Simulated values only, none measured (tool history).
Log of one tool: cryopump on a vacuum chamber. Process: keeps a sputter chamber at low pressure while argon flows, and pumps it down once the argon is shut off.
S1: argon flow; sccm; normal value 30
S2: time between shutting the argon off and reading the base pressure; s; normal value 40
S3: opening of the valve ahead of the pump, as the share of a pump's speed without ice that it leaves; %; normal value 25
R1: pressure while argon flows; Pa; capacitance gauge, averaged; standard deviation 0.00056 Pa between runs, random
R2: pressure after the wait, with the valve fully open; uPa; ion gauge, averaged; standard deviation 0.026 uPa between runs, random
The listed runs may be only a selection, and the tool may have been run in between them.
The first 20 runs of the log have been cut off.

run,hour,S1,S2,S3,R1,R2
21,467.8,45,24,40,0.1339,2.68
22,489.5,45,24,40,0.1346,2.66
23,510.4,16,24,15,0.1239,2.67
24,530.6,15,26,29,0.061,2.62
25,560.4,39,40,52,0.091,2.11
26,588.8,13,255,52,0.0304,1.27
27,606.9,20,119,25,0.0948,1.51
28,624.2,30,34,34,0.1059,2.42
29,651.5,35,51,18,0.2291,1.97
30,674.6,35,51,18,0.227,2.02
31,703.1,59,51,25,0.2797,2.08
32,737.1,34,40,25,0.1614,2.29
33,773.4,16,281,22,0.0854,1.48
34,792.3,52,281,54,0.1217,1.53

Here are 3 independent what-if runs from the current tool condition. What would each one return?
A,824.9,52,281,33,?,?
B,824.9,52,281,20,?,?
C,824.9,30,64,28,?,?

run,R1,R2
A,0.1907,1.49
B,0.3078,1.51
C,0.1288,2
Without the tool's unlogged condition, the same runs would have read:
run,R1,R2
A,0.1785,0.34
B,0.2956,0.35
C,0.1217,0.81

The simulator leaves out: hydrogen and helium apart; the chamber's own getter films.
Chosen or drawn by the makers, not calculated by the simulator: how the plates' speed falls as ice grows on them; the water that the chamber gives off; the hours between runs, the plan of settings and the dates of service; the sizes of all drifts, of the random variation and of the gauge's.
